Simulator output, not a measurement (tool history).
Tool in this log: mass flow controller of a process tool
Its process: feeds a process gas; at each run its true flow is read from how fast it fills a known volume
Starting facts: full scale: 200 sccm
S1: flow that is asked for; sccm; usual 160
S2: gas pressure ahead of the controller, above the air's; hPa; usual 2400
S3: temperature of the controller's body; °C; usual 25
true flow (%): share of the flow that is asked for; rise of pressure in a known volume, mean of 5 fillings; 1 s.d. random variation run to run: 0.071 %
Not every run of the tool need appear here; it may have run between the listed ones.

Run 1, hour 0.0: usual settings. Result: true flow (%) 100.09.
Run 2, hour 122.3: usual settings but S1 127 sccm. Result: true flow (%) 100.08.
Run 3, hour 354.5: usual settings but S1 127 sccm. Result: true flow (%) 100.09.
Run 4, hour 498.0: usual settings but S1 127 sccm. Result: true flow (%) 100.27.
Run 5, hour 627.1: usual settings. Result: true flow (%) 100.21.
Run 6, hour 808.9: usual settings. Result: true flow (%) 100.35.
Run 7, hour 959.5: usual settings. Result: true flow (%) 100.37.
Run 8, hour 1107.1: usual settings. Result: true flow (%) 100.29.
Run 9, hour 1276.8: usual settings. Result: true flow (%) 100.32.
Run 10, hour 1429.4: usual settings but S3 37 °C. Result: true flow (%) 99.06.
Run 11, hour 1680.0: usual settings but S3 26 °C. Result: true flow (%) 100.23.
Run 12, hour 1934.6: usual settings. Result: true flow (%) 100.42.
Run 13, hour 2160.5: usual settings. Result: true flow (%) 100.31.
Run 14, hour 2419.5: usual settings. Result: true flow (%) 100.29.
Run 15, hour 2601.7: usual settings. Result: true flow (%) 100.24.
Run 16, hour 2771.0: usual settings. Result: true flow (%) 100.29.
Run 17, hour 2909.0: usual settings but S3 34 °C. Result: true flow (%) 99.65.
Run 18, hour 3152.9: usual settings but S1 25 sccm, S2 1430 hPa. Result: true flow (%) 98.09.
Run 19, hour 3428.8: usual settings but S2 1890 hPa, S3 34 °C. Result: true flow (%) 98.99.
Run 20, hour 3661.2: usual settings but S2 1890 hPa, S3 34 °C. Result: true flow (%) 99.03.
Run 21, hour 3856.6: usual settings but S2 1890 hPa, S3 36 °C. Result: true flow (%) 98.84.
Run 22, hour 4089.5: usual settings but S2 1640 hPa, S3 36 °C. Result: true flow (%) 98.85.
Run 23, hour 4330.6: usual settings but S1 29 sccm, S2 1610 hPa, S3 31 °C. Result: true flow (%) 97.45.
Run 24, hour 4541.4: usual settings but S1 182 sccm, S3 24 °C. Result: true flow (%) 100.56.
Run 25, hour 4761.0: usual settings but S1 39 sccm, S2 2330 hPa, S3 30 °C. Result: true flow (%) 98.51.
Run 26, hour 4971.2: usual settings but S2 2710 hPa, S3 26 °C. Result: true flow (%) 100.63.
Run 27, hour 5141.7: usual settings but S2 2710 hPa, S3 26 °C. Result: true flow (%) 100.62.
Run 28, hour 5414.9: usual settings but S1 46 sccm, S2 2520 hPa, S3 28 °C. Result: true flow (%) 99.07.
Run 29, hour 5685.7: usual settings but S2 2700 hPa. Result: true flow (%) 100.59.
Run 30, hour 5897.6: usual settings but S1 46 sccm, S2 1620 hPa, S3 39 °C. Result: true flow (%) 97.23.
Run 31, hour 6153.5: usual settings but S1 46 sccm, S2 1620 hPa, S3 39 °C. Result: true flow (%) 97.29.
Run 32, hour 6303.3: usual settings but S1 46 sccm, S2 1660 hPa, S3 36 °C. Result: true flow (%) 97.55.
Run 33, hour 6557.7: usual settings but S1 46 sccm, S2 1660 hPa, S3 36 °C. Result: true flow (%) 97.51.

Branching from run 33: 3 alternative next runs. What would each branch give?
Run A, hour 6785.9: usual settings but S1 35 sccm, S2 2160 hPa, S3 21 °C. Result: true flow (%) ?.
Run B, hour 6785.9: usual settings but S1 55 sccm, S2 2460 hPa, S3 33 °C. Result: true flow (%) ?.
Run C, hour 6785.9: usual settings but S1 32 sccm, S2 2350 hPa, S3 36 °C. Result: true flow (%) ?.

run  true flow (%)
  A          98.71
  B          98.64
  C          97.28
With no hidden state in the tool, these same runs would have given:
run  true flow (%)
  A         100.03
  B          99.20
  C          98.80
